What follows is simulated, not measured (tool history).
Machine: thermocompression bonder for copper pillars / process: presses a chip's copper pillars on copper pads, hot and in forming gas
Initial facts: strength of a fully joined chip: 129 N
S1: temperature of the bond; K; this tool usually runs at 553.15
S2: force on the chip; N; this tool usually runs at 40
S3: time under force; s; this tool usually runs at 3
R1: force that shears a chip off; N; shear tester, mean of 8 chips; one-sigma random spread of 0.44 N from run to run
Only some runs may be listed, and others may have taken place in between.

{"run": 1, "day": 0.0, "S1": 553.15, "S2": 40, "S3": 3, "R1": 69.1}
{"run": 2, "day": 0.308, "S1": 553.15, "S2": 40, "S3": 3, "R1": 67.7}
{"run": 3, "day": 0.488, "S1": 553.15, "S2": 40, "S3": 3, "R1": 68.5}
{"run": 4, "day": 0.762, "S1": 553.15, "S2": 40, "S3": 7, "R1": 87.6}
{"run": 5, "day": 1.012, "S1": 553.15, "S2": 31, "S3": 3, "R1": 55.9}
{"run": 6, "day": 1.383, "S1": 553.15, "S2": 31, "S3": 3, "R1": 55.5}
{"run": 7, "day": 1.688, "S1": 553.15, "S2": 40, "S3": 3, "R1": 67.8}
{"run": 8, "day": 1.896, "S1": 553.15, "S2": 40, "S3": 3, "R1": 66.7}
{"run": 9, "day": 2.312, "S1": 553.15, "S2": 40, "S3": 3, "R1": 67.5}
{"run": 10, "day": 2.533, "S1": 553.15, "S2": 40, "S3": 3, "R1": 68.2}
{"run": 11, "day": 2.858, "S1": 553.15, "S2": 40, "S3": 3, "R1": 66.9}
{"run": 12, "day": 3.246, "S1": 553.15, "S2": 40, "S3": 3, "R1": 67.7}
{"run": 13, "day": 3.575, "S1": 553.15, "S2": 39, "S3": 7, "R1": 85.1}
{"day": 3.846, "done": "forming gas filter changed"}
{"run": 14, "day": 3.929, "S1": 528.15, "S2": 36, "S3": 9, "R1": 65.5}
{"run": 15, "day": 4.096, "S1": 528.15, "S2": 36, "S3": 9, "R1": 64.9}
{"day": 4.192, "done": "force cell calibrated"}
{"run": 16, "day": 4.354, "S1": 528.15, "S2": 36, "S3": 9, "R1": 65.8}
{"run": 17, "day": 4.642, "S1": 547.15, "S2": 30, "S3": 7, "R1": 70.2}
{"run": 18, "day": 4.838, "S1": 547.15, "S2": 30, "S3": 7, "R1": 69.7}
{"run": 19, "day": 5.079, "S1": 547.15, "S2": 30, "S3": 7, "R1": 70.7}
{"run": 20, "day": 5.396, "S1": 525.15, "S2": 30, "S3": 2, "R1": 30.0}
{"day": 5.671, "done": "force cell calibrated, once more"}
{"run": 21, "day": 5.696, "S1": 525.15, "S2": 30, "S3": 2, "R1": 29.3}
{"run": 22, "day": 5.946, "S1": 542.15, "S2": 49, "S3": 7, "R1": 88.4}
{"run": 23, "day": 6.254, "S1": 524.15, "S2": 40, "S3": 2, "R1": 36.6}
{"run": 24, "day": 6.458, "S1": 524.15, "S2": 40, "S3": 2, "R1": 36.6}

Consider 3 possible next runs. They are alternatives, not a sequence: every one starts from the tool as it was left by run 24. What does each give?
{"run": "A", "day": 6.842, "S1": 524.15, "S2": 40, "S3": 6, "R1": "?"}
{"run": "B", "day": 6.842, "S1": 565.15, "S2": 45, "S3": 2, "R1": "?"}
{"run": "C", "day": 6.842, "S1": 553.15, "S2": 40, "S3": 5, "R1": "?"}

run=A R1=57.1
run=B R1=78.0
run=C R1=81.7
With no hidden state in the tool, these same runs would have given:
run=A R1=54.4
run=B R1=75.6
run=C R1=79.2

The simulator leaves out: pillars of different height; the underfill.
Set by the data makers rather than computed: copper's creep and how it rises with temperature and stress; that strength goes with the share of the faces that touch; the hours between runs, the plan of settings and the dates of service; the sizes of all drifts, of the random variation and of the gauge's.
